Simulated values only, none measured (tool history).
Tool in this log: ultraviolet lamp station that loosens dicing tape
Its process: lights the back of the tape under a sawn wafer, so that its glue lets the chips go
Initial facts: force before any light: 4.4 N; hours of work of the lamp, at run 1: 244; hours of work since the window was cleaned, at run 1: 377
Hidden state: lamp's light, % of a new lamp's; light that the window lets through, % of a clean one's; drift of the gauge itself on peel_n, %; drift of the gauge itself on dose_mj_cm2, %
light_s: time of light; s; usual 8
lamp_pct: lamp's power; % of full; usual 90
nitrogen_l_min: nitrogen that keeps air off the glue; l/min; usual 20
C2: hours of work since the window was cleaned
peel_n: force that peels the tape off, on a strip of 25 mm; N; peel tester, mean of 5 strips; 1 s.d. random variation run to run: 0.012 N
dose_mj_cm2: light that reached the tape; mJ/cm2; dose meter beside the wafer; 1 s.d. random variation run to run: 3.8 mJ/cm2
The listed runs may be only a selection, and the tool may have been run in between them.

Run 1, hour 0.0: usual settings; hours of work of the lamp 244; C2 377. Result: peel_n 0.776 N, dose_mj_cm2 495 mJ/cm2.
Run 2, hour 26.8: usual settings; hours of work of the lamp 260; C2 392. Result: peel_n 0.787 N, dose_mj_cm2 484 mJ/cm2.
At hour 33.9: window cleaned of glue's vapour.
Run 3, hour 68.5: usual settings but light_s 9 s; hours of work of the lamp 284; C2 20. Result: peel_n 0.559 N, dose_mj_cm2 615 mJ/cm2.
Run 4, hour 96.5: usual settings but light_s 4 s; hours of work of the lamp 300; C2 37. Result: peel_n 1.607 N, dose_mj_cm2 270 mJ/cm2.
Run 5, hour 137.9: usual settings but light_s 4 s; hours of work of the lamp 324; C2 61. Result: peel_n 1.652 N, dose_mj_cm2 268 mJ/cm2.
Run 6, hour 187.7: usual settings; hours of work of the lamp 353; C2 90. Result: peel_n 0.751 N, dose_mj_cm2 516 mJ/cm2.
Run 7, hour 242.6: usual settings but light_s 12 s; hours of work of the lamp 385; C2 122. Result: peel_n 0.432 N, dose_mj_cm2 746 mJ/cm2.
Run 8, hour 277.6: usual settings but light_s 12 s; hours of work of the lamp 406; C2 142. Result: peel_n 0.441 N, dose_mj_cm2 736 mJ/cm2.
Run 9, hour 314.8: usual settings but light_s 12 s; hours of work of the lamp 427; C2 164. Result: peel_n 0.456 N, dose_mj_cm2 719 mJ/cm2.
Run 10, hour 350.6: usual settings but light_s 13 s; hours of work of the lamp 448; C2 185. Result: peel_n 0.437 N, dose_mj_cm2 762 mJ/cm2.
Run 11, hour 381.1: usual settings but light_s 13 s, lamp_pct 80 % of full; hours of work of the lamp 466; C2 203. Result: peel_n 0.490 N, dose_mj_cm2 662 mJ/cm2.
Run 12, hour 428.6: usual settings but light_s 13 s, lamp_pct 80 % of full; hours of work of the lamp 494; C2 230. Result: peel_n 0.527 N, dose_mj_cm2 653 mJ/cm2.
Run 13, hour 466.3: usual settings but light_s 13 s, lamp_pct 80 % of full; hours of work of the lamp 516; C2 252. Result: peel_n 0.544 N, dose_mj_cm2 629 mJ/cm2.
Run 14, hour 504.7: usual settings but lamp_pct 78 % of full; hours of work of the lamp 538; C2 275. Result: peel_n 1.135 N, dose_mj_cm2 375 mJ/cm2.
Run 15, hour 527.7: usual settings but light_s 9 s, lamp_pct 78 % of full; hours of work of the lamp 552; C2 288. Result: peel_n 1.016 N, dose_mj_cm2 414 mJ/cm2.
Run 16, hour 556.4: usual settings but light_s 4 s; hours of work of the lamp 568; C2 305. Result: peel_n 1.992 N, dose_mj_cm2 208 mJ/cm2.
Run 17, hour 585.4: usual settings but light_s 4 s; hours of work of the lamp 585; C2 322. Result: peel_n 2.024 N, dose_mj_cm2 201 mJ/cm2.
Run 18, hour 635.2: usual settings but light_s 4 s; hours of work of the lamp 614; C2 351. Result: peel_n 2.064 N, dose_mj_cm2 197 mJ/cm2.
Run 19, hour 660.0: usual settings but light_s 4 s; hours of work of the lamp 629; C2 365. Result: peel_n 2.116 N, dose_mj_cm2 198 mJ/cm2.
Run 20, hour 699.1: usual settings but light_s 4 s; hours of work of the lamp 652; C2 388. Result: peel_n 2.143 N, dose_mj_cm2 192 mJ/cm2.
At hour 713.3: window cleaned of glue's vapour.
Run 21, hour 746.0: usual settings but light_s 4 s; hours of work of the lamp 679; C2 19. Result: peel_n 2.026 N, dose_mj_cm2 210 mJ/cm2.
Run 22, hour 778.8: usual settings but light_s 14 s, lamp_pct 72 % of full, nitrogen_l_min 25 l/min; hours of work of the lamp 698; C2 38. Result: peel_n 0.573 N, dose_mj_cm2 576 mJ/cm2.
Run 23, hour 830.0: usual settings but light_s 14 s, lamp_pct 72 % of full, nitrogen_l_min 25 l/min; hours of work of the lamp 728; C2 68. Result: peel_n 0.594 N, dose_mj_cm2 556 mJ/cm2.
Run 24, hour 871.6: usual settings but light_s 7 s, lamp_pct 77 % of full, nitrogen_l_min 12 l/min; hours of work of the lamp 752; C2 92. Result: peel_n 1.752 N, dose_mj_cm2 292 mJ/cm2.
Run 25, hour 910.3: usual settings but light_s 4 s, lamp_pct 74 % of full; hours of work of the lamp 775; C2 115. Result: peel_n 2.470 N, dose_mj_cm2 159 mJ/cm2.
Run 26, hour 955.3: usual settings but light_s 4 s, lamp_pct 82 % of full, nitrogen_l_min 28 l/min; hours of work of the lamp 801; C2 141. Result: peel_n 2.152 N, dose_mj_cm2 168 mJ/cm2.
Run 27, hour 999.2: usual settings but lamp_pct 72 % of full; hours of work of the lamp 827; C2 167. Result: peel_n 1.545 N, dose_mj_cm2 282 mJ/cm2.
Run 28, hour 1035.0: usual settings but lamp_pct 72 % of full; hours of work of the lamp 847; C2 188. Result: peel_n 1.590 N, dose_mj_cm2 276 mJ/cm2.
Run 29, hour 1084.5: usual settings but light_s 4 s, lamp_pct 77 % of full, nitrogen_l_min 15 l/min; hours of work of the lamp 876; C2 217. Result: peel_n 2.687 N, dose_mj_cm2 140 mJ/cm2.
Run 30, hour 1112.0: usual settings but light_s 4 s, lamp_pct 77 % of full, nitrogen_l_min 15 l/min; hours of work of the lamp 892; C2 233. Result: peel_n 2.742 N, dose_mj_cm2 143 mJ/cm2.
At hour 1117.8: lamp changed.
Run 31, hour 1168.7: usual settings but light_s 4 s, lamp_pct 77 % of full, nitrogen_l_min 15 l/min; hours of work of the lamp 30; C2 265. Result: peel_n 1.934 N, dose_mj_cm2 241 mJ/cm2.
Run 32, hour 1224.6: usual settings but light_s 4 s, lamp_pct 77 % of full, nitrogen_l_min 15 l/min; hours of work of the lamp 62; C2 298. Result: peel_n 1.970 N, dose_mj_cm2 239 mJ/cm2.
Run 33, hour 1273.9: usual settings but light_s 4 s, lamp_pct 77 % of full, nitrogen_l_min 15 l/min; hours of work of the lamp 91; C2 327. Result: peel_n 1.964 N, dose_mj_cm2 230 mJ/cm2.
Run 34, hour 1303.2: usual settings but light_s 5 s; hours of work of the lamp 108; C2 344. Result: peel_n 1.284 N, dose_mj_cm2 331 mJ/cm2.
Run 35, hour 1356.6: usual settings but lamp_pct 78 % of full; hours of work of the lamp 139; C2 375. Result: peel_n 0.888 N, dose_mj_cm2 451 mJ/cm2.
At hour 1394.4: window cleaned of glue's vapour.
Run 36, hour 1397.5: usual settings but light_s 12 s, lamp_pct 72 % of full, nitrogen_l_min 25 l/min; hours of work of the lamp 163; C2 2. Result: peel_n 0.402 N, dose_mj_cm2 708 mJ/cm2.
Run 37, hour 1423.4: usual settings but light_s 12 s, lamp_pct 72 % of full, nitrogen_l_min 25 l/min; hours of work of the lamp 178; C2 17. Result: peel_n 0.420 N, dose_mj_cm2 699 mJ/cm2.

What will run 38 give?
Run 38, hour 1455.0: usual settings but light_s 4 s, lamp_pct 85 % of full, nitrogen_l_min 10 l/min; hours of work of the lamp 196; C2 35. Result: peel_n ?, dose_mj_cm2 ?.

{"run 38": {"peel_n": 1.985, "dose_mj_cm2": 269}}
With the hidden condition absent and the run-to-run variation left alone, this run would have shown peel_n 1.801 N, dose_mj_cm2 305 mJ/cm2.
